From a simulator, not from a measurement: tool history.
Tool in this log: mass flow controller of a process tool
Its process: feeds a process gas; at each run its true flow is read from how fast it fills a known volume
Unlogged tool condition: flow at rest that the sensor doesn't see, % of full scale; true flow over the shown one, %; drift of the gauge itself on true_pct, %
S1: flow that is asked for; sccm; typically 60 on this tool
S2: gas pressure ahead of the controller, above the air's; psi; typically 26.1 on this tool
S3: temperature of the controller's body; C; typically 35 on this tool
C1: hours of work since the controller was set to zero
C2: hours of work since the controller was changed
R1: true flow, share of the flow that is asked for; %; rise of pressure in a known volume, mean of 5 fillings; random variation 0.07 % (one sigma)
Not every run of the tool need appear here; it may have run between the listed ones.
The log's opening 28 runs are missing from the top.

run 29 hour=7594.2 | S1=12 S2=21.6 S3=35 | C1=231 C2=231 | R1=97.13
run 30 hour=7904.8 | S1=12 S2=21.6 S3=35 | C1=370 C2=370 | R1=97.12
run 31 hour=8077.4 | S1=70 S2=24.8 S3=29 | C1=447 C2=447 | R1=99.14
run 32 hour=8335 | S1=56 S2=36.4 S3=39 | C1=562 C2=562 | R1=97.53
run 33 hour=8666.4 | S1=38 S2=40 S3=37 | C1=710 C2=710 | R1=97.16
run 34 hour=9052.4 | S1=12 S2=25.4 S3=38 | C1=882 C2=882 | R1=97.28
run 35 hour=9403.9 | S1=12 S2=25.4 S3=38 | C1=1039 C2=1039 | R1=97.38
run 36 hour=9632.9 | S1=53 S2=38.6 S3=23 | C1=1141 C2=1141 | R1=99.29
run 37 hour=9807.6 | S1=15 S2=24.8 S3=38 | C1=1219 C2=1219 | R1=97.48

Here are 4 independent what-if runs from the current tool condition. What would each one return?
run A hour=10001.1 | S1=15 S2=25.2 S3=37 | C1=1305 C2=1305 | R1=?
run B hour=10001.1 | S1=60 S2=23.8 S3=35 | C1=1305 C2=1305 | R1=?
run C hour=10001.1 | S1=65 S2=26.1 S3=35 | C1=1305 C2=1305 | R1=?
run D hour=10001.1 | S1=60 S2=25.5 S3=21 | C1=1305 C2=1305 | R1=?

run=A R1=97.71
run=B R1=98.54
run=C R1=98.59
run=D R1=99.86
Without the tool's hidden state the same runs would have given:
run=A R1=96.65
run=B R1=98.01
run=C R1=98.08
run=D R1=99.33
